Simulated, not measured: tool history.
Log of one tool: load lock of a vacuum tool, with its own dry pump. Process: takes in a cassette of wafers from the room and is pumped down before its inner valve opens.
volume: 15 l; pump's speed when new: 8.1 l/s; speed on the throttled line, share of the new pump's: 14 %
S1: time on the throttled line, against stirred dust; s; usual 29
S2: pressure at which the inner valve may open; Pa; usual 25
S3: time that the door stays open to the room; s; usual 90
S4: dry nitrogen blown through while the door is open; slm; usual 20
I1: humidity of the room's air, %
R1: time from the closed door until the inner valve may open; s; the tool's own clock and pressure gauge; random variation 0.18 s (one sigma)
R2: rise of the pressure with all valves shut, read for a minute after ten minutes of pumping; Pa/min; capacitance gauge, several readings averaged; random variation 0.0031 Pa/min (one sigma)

run 1 day=0.000 | S1=29 S2=25 S3=90 S4=20 | I1=44.6 | R1=41.5 R2=0.217
run 2 day=10.462 | S1=29 S2=25 S3=90 S4=4 | I1=44.2 | R1=41.3 R2=0.250
run 3 day=17.996 | S1=29 S2=25 S3=90 S4=4 | I1=46.0 | R1=41.7 R2=0.254
run 4 day=24.317 | S1=29 S2=25 S3=90 S4=20 | I1=44.9 | R1=41.5 R2=0.219
run 5 day=29.875 | S1=29 S2=25 S3=90 S4=20 | I1=43.9 | R1=41.5 R2=0.234
run 6 day=37.846 | S1=29 S2=25 S3=90 S4=14 | I1=45.1 | R1=41.6 R2=0.242
run 7 day=43.725 | S1=29 S2=25 S3=90 S4=14 | I1=42.2 | R1=41.8 R2=0.242
run 8 day=54.262 | S1=19 S2=25 S3=90 S4=20 | I1=46.4 | R1=33.6 R2=0.245
run 9 day=63.762 | S1=19 S2=25 S3=90 S4=20 | I1=47.8 | R1=33.9 R2=0.257
run 10 day=72.867 | S1=19 S2=25 S3=90 S4=20 | I1=44.2 | R1=33.4 R2=0.255
run 11 day=80.112 | S1=29 S2=40 S3=90 S4=20 | I1=45.4 | R1=41.0 R2=0.256
run 12 day=87.175 | S1=45 S2=40 S3=90 S4=20 | I1=42.7 | R1=54.3 R2=0.253
run 13 day=97.096 | S1=45 S2=40 S3=29 S4=20 | I1=42.7 | R1=54.8 R2=0.229
run 14 day=104.838 | S1=29 S2=25 S3=64 S4=20 | I1=44.3 | R1=41.9 R2=0.261
run 15 day=114.942 | S1=29 S2=25 S3=104 S4=20 | I1=44.1 | R1=42.2 R2=0.298
run 16 day=119.812 | S1=29 S2=25 S3=104 S4=20 | I1=45.2 | R1=42.6 R2=0.298
run 17 day=124.975 | S1=29 S2=25 S3=104 S4=7 | I1=49.8 | R1=42.4 R2=0.327
run 18 day=130.992 | S1=29 S2=25 S3=90 S4=13 | I1=45.5 | R1=42.4 R2=0.308
run 19 day=141.146 | S1=20 S2=18 S3=46 S4=13 | I1=45.9 | R1=35.4 R2=0.282
-- day=146.571 door's seal changed, seat wiped
run 20 day=149.429 | S1=21 S2=18 S3=46 S4=6 | I1=45.9 | R1=36.8 R2=0.062
run 21 day=159.025 | S1=36 S2=19 S3=232 S4=21 | I1=49.6 | R1=49.1 R2=0.154
run 22 day=167.529 | S1=29 S2=25 S3=76 S4=27 | I1=47.5 | R1=42.6 R2=0.064
run 23 day=176.938 | S1=29 S2=39 S3=76 S4=19 | I1=43.5 | R1=41.9 R2=0.075
run 24 day=181.583 | S1=16 S2=48 S3=109 S4=4 | I1=45.5 | R1=30.5 R2=0.126
run 25 day=191.000 | S1=34 S2=42 S3=90 S4=12 | I1=40.7 | R1=45.8 R2=0.087
run 26 day=197.467 | S1=29 S2=25 S3=229 S4=20 | I1=45.8 | R1=43.3 R2=0.160
-- day=202.712 dry pump taken out, an overhauled one fitted
run 27 day=205.188 | S1=15 S2=25 S3=229 S4=20 | I1=48.2 | R1=28.2 R2=0.164
run 28 day=210.142 | S1=15 S2=25 S3=229 S4=20 | I1=50.2 | R1=28.0 R2=0.164
run 29 day=216.808 | S1=15 S2=25 S3=229 S4=20 | I1=44.2 | R1=28.2 R2=0.153
run 30 day=227.667 | S1=15 S2=25 S3=229 S4=20 | I1=46.0 | R1=28.4 R2=0.161
run 31 day=237.471 | S1=29 S2=24 S3=90 S4=20 | I1=47.9 | R1=40.3 R2=0.093
run 32 day=242.550 | S1=16 S2=26 S3=58 S4=14 | I1=46.2 | R1=29.2 R2=0.075
run 33 day=251.812 | S1=29 S2=25 S3=65 S4=20 | I1=46.3 | R1=40.5 R2=0.084
run 34 day=259.362 | S1=22 S2=25 S3=65 S4=35 | I1=44.5 | R1=34.1 R2=0.063
run 35 day=267.946 | S1=22 S2=25 S3=65 S4=35 | I1=44.4 | R1=34.4 R2=0.069
run 36 day=272.562 | S1=22 S2=25 S3=65 S4=35 | I1=43.3 | R1=34.6 R2=0.065

Forecast each of these 3 alternatives for the next run:
run A day=277.988 | S1=29 S2=25 S3=90 S4=21 | I1=42.4 | R1=? R2=?
run B day=277.988 | S1=22 S2=35 S3=65 S4=9 | I1=42.7 | R1=? R2=?
run C day=277.988 | S1=43 S2=25 S3=90 S4=20 | I1=47.0 | R1=? R2=?

run=A R1=40.5 R2=0.098
run=B R1=34.0 R2=0.102
run=C R1=52.2 R2=0.107
Without the tool's hidden state the same runs would have given:
run=A R1=40.2 R2=0.076
run=B R1=33.7 R2=0.081
run=C R1=52.0 R2=0.085
